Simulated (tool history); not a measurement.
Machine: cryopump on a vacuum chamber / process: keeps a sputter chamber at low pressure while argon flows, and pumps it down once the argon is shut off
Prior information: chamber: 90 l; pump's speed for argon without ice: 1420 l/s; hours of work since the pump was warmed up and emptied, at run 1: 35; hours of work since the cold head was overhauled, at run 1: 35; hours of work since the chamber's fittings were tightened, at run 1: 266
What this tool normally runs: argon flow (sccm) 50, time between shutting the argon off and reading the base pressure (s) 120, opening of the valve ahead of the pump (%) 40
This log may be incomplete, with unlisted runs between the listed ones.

run   hour  argon flow (sccm)  time between shutting the argon off and reading the base pressure (s)  opening of the valve ahead of the pump (%)  hours of work since the pump was warmed up and emptied  hours of work since the cold head was overhauled  hours of work since the chamber's fittings were tightened  pressure while argon flows (Pa)  pressure after the wait (uPa)
  1      0                 50                                                                    120                                          40                                                      35                                                35                                                        266                           0.1516                           1.18
  2   17.2                 50                                                                    120                                          40                                                      48                                                48                                                        278                            0.151                           1.23
  3   29.4                 50                                                                    120                                          40                                                      56                                                56                                                        287                           0.1487                           1.27
  4   44.2                 50                                                                     52                                          40                                                      67                                                67                                                        298                           0.1496                           2.15
  5   54.1                 50                                                                     52                                          40                                                      74                                                74                                                        305                           0.1516                           2.22
  6   71.4                 50                                                                     52                                          40                                                      87                                                87                                                        317                           0.1498                           2.18
  7   85.6                 50                                                                     52                                          40                                                      97                                                97                                                        328                           0.1517                           2.18
  8   97.4                 50                                                                     52                                          40                                                     106                                               106                                                        336                           0.1516                           2.19
  9  114.7                 50                                                                    120                                          38                                                     118                                               118                                                        349                           0.1607                           1.28
 10  127.6                 20                                                                    120                                          40                                                     128                                               128                                                        358                           0.0611                           1.31
 11    142                 50                                                                    120                                          44                                                     138                                               138                                                        369                           0.1376                           1.31
 12  155.6                 50                                                                    120                                          44                                                     148                                               148                                                        378                           0.1394                           1.38
 13  172.1                 50                                                                    120                                          44                                                     160                                               160                                                        390                           0.1408                           1.33
 14  183.8                 50                                                                    120                                          44                                                     168                                               168                                                        399                           0.1388                           1.38
 15  198.8                 50                                                                    120                                          44                                                     179                                               179                                                        410                           0.1404                           1.31
 16  218.5                 50                                                                    120                                          47                                                     194                                               194                                                        424                           0.1308                           1.41
 17  231.4                 20                                                                    120                                          47                                                     203                                               203                                                        433                           0.0534                            1.4
 18  240.5                 24                                                                     53                                          19                                                     210                                               210                                                        440                           0.1536                           2.36
 19  258.8                 29                                                                    130                                          19                                                     223                                               223                                                        453                           0.1848                           1.41
 20  267.2                 29                                                                     89                                          33                                                     229                                               229                                                        459                           0.1085                            1.7
 21  276.1                 68                                                                     89                                          41                                                     235                                               235                                                        466                           0.2042                           1.66
 22  294.1                 55                                                                     89                                          46                                                     248                                               248                                                        479                            0.149                           1.71
 23  307.8                 50                                                                    147                                          33                                                     258                                               258                                                        489                           0.1861                           1.38
 24  316.7                 50                                                                    147                                          33                                                     265                                               265                                                        495                           0.1883                           1.33

Estimate the outcome of run 25 from the log above:
 25  333.3                 50                                                                    120                                          22                                                     277                                               277                                                        507                                ?                              ?

Run 25 measured pressure while argon flows (Pa) 0.2764, pressure after the wait (uPa) 1.5.
Minus the tool's unlogged condition, the same run would have read pressure while argon flows (Pa) 0.2696, pressure after the wait (uPa) 0.92.

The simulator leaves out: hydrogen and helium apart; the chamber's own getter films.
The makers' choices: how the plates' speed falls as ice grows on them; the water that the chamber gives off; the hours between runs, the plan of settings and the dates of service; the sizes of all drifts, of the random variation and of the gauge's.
